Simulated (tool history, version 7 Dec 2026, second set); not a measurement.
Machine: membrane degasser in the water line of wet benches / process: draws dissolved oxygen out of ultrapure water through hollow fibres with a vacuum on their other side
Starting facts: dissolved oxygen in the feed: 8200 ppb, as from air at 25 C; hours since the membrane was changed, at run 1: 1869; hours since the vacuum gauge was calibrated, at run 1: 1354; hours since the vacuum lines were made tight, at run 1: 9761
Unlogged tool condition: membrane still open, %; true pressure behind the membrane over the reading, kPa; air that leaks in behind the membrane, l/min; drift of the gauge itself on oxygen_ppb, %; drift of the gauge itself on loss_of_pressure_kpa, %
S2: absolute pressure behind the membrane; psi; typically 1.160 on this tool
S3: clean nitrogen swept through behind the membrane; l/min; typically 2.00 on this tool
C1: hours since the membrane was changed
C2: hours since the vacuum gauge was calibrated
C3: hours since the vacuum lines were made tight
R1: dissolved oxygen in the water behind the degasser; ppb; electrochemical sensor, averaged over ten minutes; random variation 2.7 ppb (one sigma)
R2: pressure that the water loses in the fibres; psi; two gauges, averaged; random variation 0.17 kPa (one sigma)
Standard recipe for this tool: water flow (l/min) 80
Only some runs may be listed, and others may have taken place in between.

run 1 hour=0.0 | water_flow_(l/min)=80 S2=1.160 S3=2.00 | C1=1869 C2=1354 C3=9761 | R1=379.6 R2=4.354
run 2 hour=69.2 | water_flow_(l/min)=80 S2=1.160 S3=2.00 | C1=1938 C2=1423 C3=9831 | R1=372.5 R2=4.341
run 3 hour=145.4 | water_flow_(l/min)=80 S2=1.160 S3=2.00 | C1=2014 C2=1499 C3=9907 | R1=370.4 R2=4.334
run 4 hour=226.6 | water_flow_(l/min)=80 S2=1.160 S3=1.59 | C1=2095 C2=1580 C3=9988 | R1=446.7 R2=4.321
run 5 hour=278.7 | water_flow_(l/min)=80 S2=1.160 S3=1.59 | C1=2147 C2=1632 C3=10040 | R1=446.2 R2=4.408
run 6 hour=326.1 | water_flow_(l/min)=80 S2=1.160 S3=1.59 | C1=2195 C2=1680 C3=10087 | R1=448.8 R2=4.383
run 7 hour=384.4 | water_flow_(l/min)=80 S2=1.160 S3=1.59 | C1=2253 C2=1738 C3=10146 | R1=449.9 R2=4.370
run 8 hour=453.2 | water_flow_(l/min)=56 S2=0.817 S3=3.31 | C1=2322 C2=1807 C3=10215 | R1=96.3 R2=3.068
run 9 hour=488.0 | water_flow_(l/min)=122 S2=0.817 S3=1.23 | C1=2357 C2=1842 C3=10249 | R1=373.6 R2=6.676
run 10 hour=523.7 | water_flow_(l/min)=122 S2=0.817 S3=1.23 | C1=2392 C2=1877 C3=10285 | R1=376.3 R2=6.715

For each run, the measured value with the value that run would have given without the tool's hidden condition subtracted. The run-to-run variation is shared by both, the gauge scatter possibly not:
run=1 R1=+3.6 R2=+0.057
run=2 R1=+3.9 R2=+0.058
run=3 R1=+4.3 R2=+0.061
run=4 R1=+4.7 R2=+0.064
run=5 R1=+5.0 R2=+0.065
run=6 R1=+5.2 R2=+0.067
run=7 R1=+5.5 R2=+0.068
run=8 R1=+3.5 R2=+0.049
run=9 R1=+8.9 R2=+0.107
run=10 R1=+9.3 R2=+0.110

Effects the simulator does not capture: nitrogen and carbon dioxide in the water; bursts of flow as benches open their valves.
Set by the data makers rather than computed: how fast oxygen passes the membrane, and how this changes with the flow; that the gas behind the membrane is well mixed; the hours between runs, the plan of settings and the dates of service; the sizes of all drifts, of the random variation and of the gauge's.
